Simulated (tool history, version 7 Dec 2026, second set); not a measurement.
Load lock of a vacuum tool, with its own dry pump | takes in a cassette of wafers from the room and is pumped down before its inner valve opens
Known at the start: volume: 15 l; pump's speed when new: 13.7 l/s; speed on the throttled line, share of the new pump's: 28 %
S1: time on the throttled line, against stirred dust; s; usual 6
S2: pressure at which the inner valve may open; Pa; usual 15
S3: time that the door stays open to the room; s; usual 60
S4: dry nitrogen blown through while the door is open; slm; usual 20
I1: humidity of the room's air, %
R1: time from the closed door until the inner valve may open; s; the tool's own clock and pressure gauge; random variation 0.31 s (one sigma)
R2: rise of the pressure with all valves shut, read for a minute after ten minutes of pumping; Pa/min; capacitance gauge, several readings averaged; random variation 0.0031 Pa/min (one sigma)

run 1 hour=0 | S1=6 S2=15 S3=60 S4=20 | I1=47.5 | R1=14.5 R2=0.181
run 2 hour=438.4 | S1=6 S2=15 S3=60 S4=20 | I1=46.6 | R1=14.6 R2=0.189
run 3 hour=690.5 | S1=6 S2=15 S3=60 S4=20 | I1=45.7 | R1=14.8 R2=0.194
run 4 hour=938 | S1=6 S2=15 S3=60 S4=20 | I1=45.4 | R1=14.2 R2=0.201
run 5 hour=1458.9 | S1=6 S2=15 S3=95 S4=20 | I1=44.9 | R1=14.5 R2=0.225
run 6 hour=1890.5 | S1=6 S2=15 S3=60 S4=20 | I1=44.1 | R1=14.2 R2=0.214
run 7 hour=2324.5 | S1=6 S2=10 S3=60 S4=20 | I1=43 | R1=15.4 R2=0.219
run 8 hour=2748 | S1=6 S2=10 S3=60 S4=20 | I1=42.6 | R1=15.1 R2=0.232
run 9 hour=2981.5 | S1=6 S2=15 S3=60 S4=20 | I1=42.6 | R1=14.9 R2=0.238
run 10 hour=3473.2 | S1=4 S2=15 S3=60 S4=20 | I1=44.7 | R1=13.3 R2=0.256
run 11 hour=3978 | S1=6 S2=15 S3=60 S4=9 | I1=47.8 | R1=13.9 R2=0.282
run 12 hour=4406.8 | S1=6 S2=15 S3=60 S4=9 | I1=43.9 | R1=14.5 R2=0.284
run 13 hour=4779.8 | S1=6 S2=15 S3=60 S4=20 | I1=45.3 | R1=15.2 R2=0.28
run 14 hour=5302.8 | S1=6 S2=15 S3=60 S4=20 | I1=44.8 | R1=15 R2=0.295
run 15 hour=5787 | S1=6 S2=22 S3=60 S4=20 | I1=46.5 | R1=14.6 R2=0.299
run 16 hour=6153.2 | S1=6 S2=22 S3=60 S4=20 | I1=46.7 | R1=14.4 R2=0.316
run 17 hour=6546.4 | S1=6 S2=22 S3=60 S4=20 | I1=45.5 | R1=15.1 R2=0.317
run 18 hour=6782.6 | S1=6 S2=22 S3=135 S4=20 | I1=41.3 | R1=13.8 R2=0.336
run 19 hour=6998.5 | S1=6 S2=22 S3=135 S4=20 | I1=43.1 | R1=14.3 R2=0.357
run 20 hour=7306.6 | S1=6 S2=12 S3=60 S4=41 | I1=46.4 | R1=15.5 R2=0.322
run 21 hour=7602.1 | S1=3 S2=15 S3=60 S4=12 | I1=45.7 | R1=13.4 R2=0.361
run 22 hour=8084.5 | S1=6 S2=15 S3=39 S4=20 | I1=44.1 | R1=15.3 R2=0.341
run 23 hour=8310.9 | S1=5 S2=11 S3=88 S4=34 | I1=46.8 | R1=14.6 R2=0.361
run 24 hour=8562.8 | S1=5 S2=15 S3=60 S4=20 | I1=44.8 | R1=14.8 R2=0.38
run 25 hour=8874.8 | S1=6 S2=27 S3=60 S4=20 | I1=43.2 | R1=14.5 R2=0.37
run 26 hour=9217 | S1=7 S2=18 S3=158 S4=17 | I1=43.7 | R1=15.8 R2=0.412
run 27 hour=9480.7 | S1=6 S2=25 S3=60 S4=9 | I1=44.7 | R1=15 R2=0.406
run 28 hour=9963.9 | S1=6 S2=23 S3=60 S4=19 | I1=49.3 | R1=14.8 R2=0.419
run 29 hour=10185.4 | S1=6 S2=14 S3=81 S4=13 | I1=44 | R1=15.6 R2=0.431
run 30 hour=10475.1 | S1=8 S2=12 S3=73 S4=13 | I1=43.4 | R1=16.6 R2=0.439
run 31 hour=10897.1 | S1=11 S2=16 S3=33 S4=20 | I1=46.1 | R1=19.1 R2=0.414
run 32 hour=11173.6 | S1=11 S2=16 S3=33 S4=20 | I1=42.1 | R1=19.2 R2=0.418
run 33 hour=11636.9 | S1=6 S2=15 S3=147 S4=20 | I1=45.9 | R1=15.7 R2=0.484
run 34 hour=12110.6 | S1=6 S2=15 S3=147 S4=20 | I1=44.6 | R1=15.7 R2=0.49
run 35 hour=12441 | S1=9 S2=15 S3=60 S4=20 | I1=46.7 | R1=17.6 R2=0.484
run 36 hour=12890.7 | S1=8 S2=12 S3=94 S4=5 | I1=50.1 | R1=17.5 R2=0.562

Hidden state or all else? Some run-to-run changes of R1, split into what the settings, what came in and random variation would give without the hidden state, and what is left for the hidden state (with any gauge scatter that isn't in both results):
The hidden state here: pump's speed, % of a new pump's; leak at the door's seal, Pa l/s; drift of the gauge itself on ready_s, %; drift of the gauge itself on rise_pa_min, %.
Run 6 -> 7: S2 15 -> 10. R1 +1.2 s: hidden state +0.2, all else +1.
Run 20 -> 21: S1 6 -> 3, S2 12 -> 15, S4 41 -> 12. R1 -2.1 s: hidden state +0.2, all else -2.3.
Run 30 -> 31: S1 8 -> 11, S2 12 -> 16, S3 73 -> 33, S4 13 -> 20. R1 +2.5 s: hidden state -0.1, all else +2.6.
Run 32 -> 33: S1 11 -> 6, S2 16 -> 15, S3 33 -> 147. R1 -3.5 s: hidden state +0.4, all else -3.9.

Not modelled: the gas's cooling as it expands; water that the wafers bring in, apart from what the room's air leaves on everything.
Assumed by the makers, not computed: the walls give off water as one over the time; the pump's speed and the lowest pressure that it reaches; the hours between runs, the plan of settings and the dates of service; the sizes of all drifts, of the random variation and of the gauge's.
